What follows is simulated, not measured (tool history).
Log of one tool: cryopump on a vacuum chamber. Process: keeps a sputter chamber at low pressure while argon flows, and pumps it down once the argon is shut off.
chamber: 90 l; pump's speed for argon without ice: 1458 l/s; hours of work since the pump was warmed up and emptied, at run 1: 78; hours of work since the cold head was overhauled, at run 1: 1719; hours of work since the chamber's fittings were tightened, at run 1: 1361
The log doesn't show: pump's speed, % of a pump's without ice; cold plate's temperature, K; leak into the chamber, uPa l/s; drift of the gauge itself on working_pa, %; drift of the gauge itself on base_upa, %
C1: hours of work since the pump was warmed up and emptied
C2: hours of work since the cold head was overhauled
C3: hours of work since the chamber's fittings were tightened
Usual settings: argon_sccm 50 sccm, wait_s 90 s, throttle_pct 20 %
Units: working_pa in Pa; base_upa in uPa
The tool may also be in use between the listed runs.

run 1 day=0.000 | argon_sccm=50 wait_s=90 throttle_pct=20 | C1=78 C2=1719 C3=1361 | working_pa=0.2932 base_upa=0.78
run 2 day=1.675 | argon_sccm=42 wait_s=90 throttle_pct=20 | C1=105 C2=1747 C3=1389 | working_pa=0.2486 base_upa=0.77
run 3 day=3.733 | argon_sccm=50 wait_s=90 throttle_pct=20 | C1=139 C2=1781 C3=1422 | working_pa=0.2944 base_upa=0.83
run 4 day=6.050 | argon_sccm=50 wait_s=90 throttle_pct=20 | C1=177 C2=1818 C3=1460 | working_pa=0.2951 base_upa=0.81
run 5 day=8.758 | argon_sccm=50 wait_s=90 throttle_pct=20 | C1=221 C2=1863 C3=1504 | working_pa=0.2957 base_upa=0.90
run 6 day=11.404 | argon_sccm=50 wait_s=127 throttle_pct=20 | C1=265 C2=1906 C3=1548 | working_pa=0.2983 base_upa=0.79
run 7 day=14.267 | argon_sccm=50 wait_s=127 throttle_pct=20 | C1=311 C2=1953 C3=1595 | working_pa=0.2981 base_upa=0.82
run 8 day=16.442 | argon_sccm=50 wait_s=127 throttle_pct=20 | C1=347 C2=1988 C3=1630 | working_pa=0.3019 base_upa=0.80
run 9 day=18.588 | argon_sccm=50 wait_s=90 throttle_pct=24 | C1=382 C2=2023 C3=1665 | working_pa=0.2544 base_upa=0.94
run 10 day=20.388 | argon_sccm=50 wait_s=90 throttle_pct=24 | C1=412 C2=2053 C3=1695 | working_pa=0.2533 base_upa=0.95
run 11 day=21.821 | argon_sccm=50 wait_s=90 throttle_pct=24 | C1=435 C2=2076 C3=1718 | working_pa=0.2552 base_upa=0.99
run 12 day=24.421 | argon_sccm=50 wait_s=90 throttle_pct=24 | C1=478 C2=2119 C3=1761 | working_pa=0.2570 base_upa=0.97
run 13 day=26.904 | argon_sccm=50 wait_s=90 throttle_pct=24 | C1=518 C2=2160 C3=1801 | working_pa=0.2609 base_upa=1.00
run 14 day=29.512 | argon_sccm=50 wait_s=90 throttle_pct=24 | C1=561 C2=2202 C3=1844 | working_pa=0.2602 base_upa=1.02
run 15 day=30.925 | argon_sccm=50 wait_s=90 throttle_pct=24 | C1=584 C2=2225 C3=1867 | working_pa=0.2612 base_upa=1.03
run 16 day=33.096 | argon_sccm=50 wait_s=90 throttle_pct=20 | C1=619 C2=2261 C3=1903 | working_pa=0.3123 base_upa=1.01
run 17 day=34.596 | argon_sccm=50 wait_s=90 throttle_pct=20 | C1=644 C2=2285 C3=1927 | working_pa=0.3106 base_upa=1.08
run 18 day=36.292 | argon_sccm=50 wait_s=194 throttle_pct=33 | C1=672 C2=2313 C3=1955 | working_pa=0.1973 base_upa=1.03
run 19 day=38.429 | argon_sccm=22 wait_s=158 throttle_pct=20 | C1=707 C2=2348 C3=1990 | working_pa=0.1380 base_upa=1.03
run 20 day=40.683 | argon_sccm=93 wait_s=158 throttle_pct=29 | C1=744 C2=2385 C3=2027 | working_pa=0.4252 base_upa=1.09
run 21 day=42.412 | argon_sccm=80 wait_s=35 throttle_pct=39 | C1=772 C2=2413 C3=2055 | working_pa=0.2842 base_upa=1.61
-- day=43.775 pump warmed up, emptied and cooled again
run 22 day=45.442 | argon_sccm=54 wait_s=30 throttle_pct=28 | C1=27 C2=2459 C3=2101 | working_pa=0.2260 base_upa=1.41
run 23 day=47.546 | argon_sccm=34 wait_s=30 throttle_pct=17 | C1=62 C2=2494 C3=2136 | working_pa=0.2323 base_upa=1.36
run 24 day=49.758 | argon_sccm=34 wait_s=30 throttle_pct=17 | C1=98 C2=2530 C3=2172 | working_pa=0.2336 base_upa=1.43
run 25 day=52.042 | argon_sccm=34 wait_s=30 throttle_pct=17 | C1=135 C2=2567 C3=2209 | working_pa=0.2327 base_upa=1.43
run 26 day=53.758 | argon_sccm=34 wait_s=30 throttle_pct=17 | C1=163 C2=2595 C3=2237 | working_pa=0.2362 base_upa=1.36
run 27 day=55.438 | argon_sccm=25 wait_s=30 throttle_pct=16 | C1=191 C2=2623 C3=2265 | working_pa=0.1826 base_upa=1.51
run 28 day=57.950 | argon_sccm=25 wait_s=30 throttle_pct=16 | C1=232 C2=2664 C3=2306 | working_pa=0.1853 base_upa=1.45
run 29 day=59.183 | argon_sccm=28 wait_s=203 throttle_pct=41 | C1=252 C2=2684 C3=2326 | working_pa=0.0828 base_upa=0.89
run 30 day=61.608 | argon_sccm=75 wait_s=90 throttle_pct=20 | C1=292 C2=2724 C3=2366 | working_pa=0.4513 base_upa=1.07
run 31 day=63.071 | argon_sccm=75 wait_s=90 throttle_pct=20 | C1=316 C2=2748 C3=2389 | working_pa=0.4472 base_upa=1.12
run 32 day=65.654 | argon_sccm=20 wait_s=90 throttle_pct=20 | C1=358 C2=2790 C3=2432 | working_pa=0.1208 base_upa=1.10
run 33 day=67.921 | argon_sccm=34 wait_s=90 throttle_pct=27 | C1=395 C2=2827 C3=2469 | working_pa=0.1544 base_upa=1.10
run 34 day=70.225 | argon_sccm=50 wait_s=50 throttle_pct=23 | C1=433 C2=2865 C3=2506 | working_pa=0.2663 base_upa=1.31

Measured less the same run without the tool's hidden state. The same run-to-run variation is in both; the gauge's scatter may not be:
run=1 working_pa=+0.0036 base_upa=+0.34
run=2 working_pa=+0.0037 base_upa=+0.35
run=3 working_pa=+0.0053 base_upa=+0.38
run=4 working_pa=+0.0064 base_upa=+0.39
run=5 working_pa=+0.0075 base_upa=+0.42
run=6 working_pa=+0.0088 base_upa=+0.43
run=7 working_pa=+0.0102 base_upa=+0.45
run=8 working_pa=+0.0114 base_upa=+0.47
run=9 working_pa=+0.0125 base_upa=+0.49
run=10 working_pa=+0.0134 base_upa=+0.51
run=11 working_pa=+0.0142 base_upa=+0.53
run=12 working_pa=+0.0157 base_upa=+0.55
run=13 working_pa=+0.0174 base_upa=+0.56
run=14 working_pa=+0.0187 base_upa=+0.59
run=15 working_pa=+0.0197 base_upa=+0.61
run=16 working_pa=+0.0214 base_upa=+0.62
run=17 working_pa=+0.0221 base_upa=+0.66
run=18 working_pa=+0.0233 base_upa=+0.68
run=19 working_pa=+0.0111 base_upa=+0.69
run=20 working_pa=+0.0501 base_upa=+0.74
run=21 working_pa=+0.0450 base_upa=+0.77
run=22 working_pa=+0.0018 base_upa=+0.49
run=23 working_pa=+0.0017 base_upa=+0.49
run=24 working_pa=+0.0023 base_upa=+0.51
run=25 working_pa=+0.0029 base_upa=+0.54
run=26 working_pa=+0.0034 base_upa=+0.53
run=27 working_pa=+0.0028 base_upa=+0.57
run=28 working_pa=+0.0034 base_upa=+0.57
run=29 working_pa=+0.0041 base_upa=+0.60
run=30 working_pa=+0.0127 base_upa=+0.62
run=31 working_pa=+0.0136 base_upa=+0.64
run=32 working_pa=+0.0042 base_upa=+0.65
run=33 working_pa=+0.0079 base_upa=+0.67
run=34 working_pa=+0.0130 base_upa=+0.70

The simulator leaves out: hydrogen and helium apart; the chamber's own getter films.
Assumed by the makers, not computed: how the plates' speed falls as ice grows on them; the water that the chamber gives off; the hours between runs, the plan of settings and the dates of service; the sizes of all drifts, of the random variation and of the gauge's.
